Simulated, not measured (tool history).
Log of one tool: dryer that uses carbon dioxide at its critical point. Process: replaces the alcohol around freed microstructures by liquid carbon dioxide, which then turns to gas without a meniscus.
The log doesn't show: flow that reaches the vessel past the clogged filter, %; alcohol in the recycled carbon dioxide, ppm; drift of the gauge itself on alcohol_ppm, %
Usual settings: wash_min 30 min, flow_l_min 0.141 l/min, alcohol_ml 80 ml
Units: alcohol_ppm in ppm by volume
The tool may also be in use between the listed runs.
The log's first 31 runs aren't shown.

| run | hour | wash_min | flow_l_min | alcohol_ml | hours of work since the filter was changed | hours of work since the purifier's bed was changed | alcohol_ppm |
|---|---|---|---|---|---|---|---|
| 32 | 1093.9 | 18 | 0.183 | 63 | 22 | 612 | 822 |
| 33 | 1115.8 | 30 | 0.217 | 37 | 33 | 623 | 222 |
| 34 | 1136.3 | 18 | 0.217 | 37 | 44 | 633 | 364 |
| 35 | 1170.1 | 34 | 0.126 | 37 | 61 | 650 | 334 |
| 36 | 1209 | 34 | 0.126 | 37 | 81 | 670 | 342 |
|  | 1224.9 | purifier's bed changed |
| 37 | 1242.7 | 30 | 0.096 | 20 | 96 | 9 | 518 |
| 38 | 1289.2 | 20 | 0.172 | 48 | 120 | 33 | 427 |
| 39 | 1313.8 | 30 | 0.141 | 29 | 132 | 45 | 98 |
| 40 | 1341.3 | 30 | 0.141 | 29 | 146 | 59 | 111 |
| 41 | 1376.3 | 20 | 0.141 | 119 | 164 | 77 | 3126 |
| 42 | 1400.3 | 20 | 0.141 | 119 | 176 | 89 | 3165 |
| 43 | 1436.7 | 20 | 0.141 | 119 | 194 | 107 | 3332 |
| 44 | 1472.4 | 20 | 0.141 | 119 | 212 | 125 | 3337 |

4 ways to go on from here, each from the tool as it stands after run 44. What would each give?
| A | 1503.4 | 32 | 0.086 | 67 | 228 | 141 | ? |
| B | 1503.4 | 20 | 0.141 | 105 | 228 | 141 | ? |
| C | 1503.4 | 40 | 0.113 | 23 | 228 | 141 | ? |
| D | 1503.4 | 18 | 0.093 | 80 | 228 | 141 | ? |

| run | alcohol_ppm |
|---|---|
| A | 2496 |
| B | 2977 |
| C | 117 |
| D | 14035 |
Without the tool's hidden state the same runs would have given:
| run | alcohol_ppm |
|---|---|
| A | 1928 |
| B | 2271 |
| C | 43 |
| D | 12090 |
